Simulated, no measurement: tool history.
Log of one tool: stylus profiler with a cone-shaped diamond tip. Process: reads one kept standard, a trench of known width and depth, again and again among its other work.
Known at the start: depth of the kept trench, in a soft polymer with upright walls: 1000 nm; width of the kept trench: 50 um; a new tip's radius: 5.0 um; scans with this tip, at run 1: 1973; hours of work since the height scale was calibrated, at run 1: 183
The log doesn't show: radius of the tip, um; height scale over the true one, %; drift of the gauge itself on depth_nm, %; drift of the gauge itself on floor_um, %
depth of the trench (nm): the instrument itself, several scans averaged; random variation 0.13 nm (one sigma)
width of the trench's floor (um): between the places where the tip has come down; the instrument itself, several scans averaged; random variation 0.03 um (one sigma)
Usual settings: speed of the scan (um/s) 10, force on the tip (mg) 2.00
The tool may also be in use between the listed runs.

run,hour,speed of the scan (um/s),force on the tip (mg),scans with this tip,hours of work since the height scale was calibrated,depth of the trench (nm),width of the trench's floor (um)
1,0.0,10,2.00,1973,183,1011.55,43.60
2,20.4,10,2.00,2074,193,1011.49,43.56
3,45.8,10,2.00,2199,205,1011.84,43.53
4,69.0,9,2.00,2314,215,1011.53,43.55
5,110.6,3,2.00,2521,234,1011.94,43.52
6,129.0,3,2.00,2612,243,1011.56,43.54
7,159.4,3,2.00,2762,257,1011.77,43.51
8,180.7,3,2.00,2868,267,1011.82,43.45
9,205.9,3,2.00,2993,278,1011.73,43.48
10,247.8,3,2.00,3200,298,1011.89,43.42
11,266.4,9,2.00,3292,306,1012.02,43.31
12,300.3,9,2.00,3460,322,1011.68,43.36
13,328.3,7,2.00,3599,335,1011.80,43.30
14,362.7,7,2.00,3769,351,1011.77,43.28
15,390.5,7,2.00,3907,363,1011.83,43.25
16,409.2,12,2.00,3999,372,1012.09,43.19
17,430.6,12,2.00,4106,382,1012.08,43.15
18,456.5,10,2.00,4234,394,1011.90,43.18
19,498.9,10,2.00,4444,413,1012.00,43.10
20,535.1,36,2.29,4623,430,1013.09,42.97
21,573.2,36,2.29,4812,448,1013.17,42.90
22,595.7,36,2.29,4923,458,1013.06,42.89
23,629.1,36,2.29,5088,473,1013.09,42.84
24,648.6,36,2.29,5185,482,1012.87,42.79
25,669.7,9,0.71,5290,492,1006.96,42.92
26,707.7,9,0.71,5478,509,1006.86,42.87
27,750.5,9,3.40,5690,529,1016.77,42.96
28,782.6,9,3.40,5849,544,1016.86,42.92
29,822.8,8,3.32,6048,563,1016.64,42.87
30,843.4,3,1.64,6150,572,1010.78,42.84
31,864.8,20,1.29,6256,582,1009.62,42.70
32,899.6,20,1.29,6428,598,1009.82,42.65
33,920.8,3,0.78,6534,608,1007.20,42.77
34,964.7,3,0.95,6751,628,1008.45,42.76
35,994.7,5,0.70,6899,642,1006.86,42.66
36,1033.2,5,0.70,7090,659,1007.01,42.66
37,1065.5,39,0.70,7250,674,1007.13,42.20

Measured less the same run without the tool's hidden state. The same run-to-run variation is in both; the gauge's scatter may not be:
run,depth of the trench (nm),width of the trench's floor (um)
1,+0.99,-0.34
2,+1.00,-0.36
3,+1.03,-0.38
4,+1.04,-0.41
5,+1.07,-0.44
6,+1.09,-0.46
7,+1.12,-0.49
8,+1.14,-0.51
9,+1.16,-0.54
10,+1.19,-0.58
11,+1.21,-0.60
12,+1.23,-0.63
13,+1.25,-0.65
14,+1.28,-0.69
15,+1.30,-0.71
16,+1.32,-0.73
17,+1.34,-0.75
18,+1.36,-0.78
19,+1.40,-0.82
20,+1.43,-0.85
21,+1.46,-0.88
22,+1.47,-0.90
23,+1.50,-0.94
24,+1.52,-0.95
25,+1.53,-0.97
26,+1.55,-1.01
27,+1.60,-1.05
28,+1.63,-1.07
29,+1.66,-1.11
30,+1.67,-1.13
31,+1.69,-1.15
32,+1.71,-1.18
33,+1.73,-1.20
34,+1.76,-1.25
35,+1.79,-1.27
36,+1.82,-1.31
37,+1.85,-1.34
